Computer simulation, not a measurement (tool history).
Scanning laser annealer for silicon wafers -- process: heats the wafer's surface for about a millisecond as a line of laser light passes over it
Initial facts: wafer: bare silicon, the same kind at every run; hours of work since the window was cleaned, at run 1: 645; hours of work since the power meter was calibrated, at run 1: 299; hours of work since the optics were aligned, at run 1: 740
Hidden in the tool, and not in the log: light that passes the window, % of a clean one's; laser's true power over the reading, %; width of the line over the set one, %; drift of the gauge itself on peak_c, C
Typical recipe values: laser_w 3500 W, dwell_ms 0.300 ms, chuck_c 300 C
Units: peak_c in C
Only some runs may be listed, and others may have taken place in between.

| run | day | laser_w | dwell_ms | chuck_c | hours of work since the window was cleaned | hours of work since the power meter was calibrated | hours of work since the optics were aligned | peak_c |
|---|---|---|---|---|---|---|---|---|
| 1 | 0.000 | 3500 | 0.300 | 300 | 645 | 299 | 740 | 1062 |
| 2 | 0.675 | 3500 | 0.300 | 300 | 654 | 309 | 750 | 1063 |
|  | 2.338 | window over the wafer cleaned |
| 3 | 2.404 | 3762 | 0.300 | 300 | 1 | 332 | 773 | 1123 |
|  | 3.079 | optics aligned, line set to its width |
| 4 | 3.367 | 3500 | 0.300 | 300 | 12 | 343 | 4 | 1060 |
| 5 | 4.883 | 3500 | 0.300 | 300 | 33 | 365 | 26 | 1060 |
| 6 | 5.938 | 3500 | 0.300 | 300 | 49 | 380 | 41 | 1060 |
| 7 | 7.188 | 3500 | 0.300 | 300 | 67 | 398 | 59 | 1062 |
| 8 | 8.679 | 3500 | 0.300 | 300 | 88 | 419 | 80 | 1064 |
| 9 | 9.542 | 3500 | 0.300 | 300 | 100 | 432 | 93 | 1058 |
| 10 | 10.362 | 3500 | 0.300 | 261 | 112 | 443 | 104 | 1022 |
| 11 | 11.075 | 3500 | 0.300 | 261 | 122 | 454 | 115 | 1019 |
| 12 | 12.338 | 3052 | 0.300 | 300 | 140 | 472 | 133 | 948 |
| 13 | 13.612 | 3052 | 0.300 | 300 | 159 | 490 | 151 | 951 |
| 14 | 14.667 | 3780 | 0.300 | 338 | 174 | 505 | 166 | 1167 |
| 15 | 15.696 | 3145 | 0.362 | 338 | 188 | 520 | 181 | 1070 |
| 16 | 16.562 | 3145 | 0.362 | 338 | 201 | 532 | 193 | 1073 |
| 17 | 17.825 | 3500 | 0.311 | 308 | 219 | 550 | 211 | 1079 |
| 18 | 19.008 | 3500 | 0.311 | 308 | 236 | 567 | 228 | 1081 |
| 19 | 20.521 | 2999 | 0.303 | 300 | 257 | 589 | 250 | 937 |
| 20 | 21.446 | 3705 | 0.354 | 278 | 271 | 602 | 263 | 1150 |
| 21 | 22.338 | 3692 | 0.354 | 278 | 284 | 615 | 276 | 1148 |
| 22 | 23.029 | 3500 | 0.237 | 339 | 293 | 625 | 286 | 1023 |

Predict each of these 4 candidate next runs independently; none follows another, all start after run 22:
| A | 24.133 | 3545 | 0.357 | 332 | 309 | 641 | 302 | ? |
| B | 24.133 | 3480 | 0.230 | 330 | 309 | 641 | 302 | ? |
| C | 24.133 | 3500 | 0.307 | 269 | 309 | 641 | 302 | ? |
| D | 24.133 | 3500 | 0.268 | 338 | 309 | 641 | 302 | ? |

| run | peak_c |
|---|---|
| A | 1165 |
| B | 1003 |
| C | 1035 |
| D | 1062 |
What these runs would have given with no unlogged condition in the tool:
| run | peak_c |
|---|---|
| A | 1166 |
| B | 1004 |
| C | 1035 |
| D | 1063 |
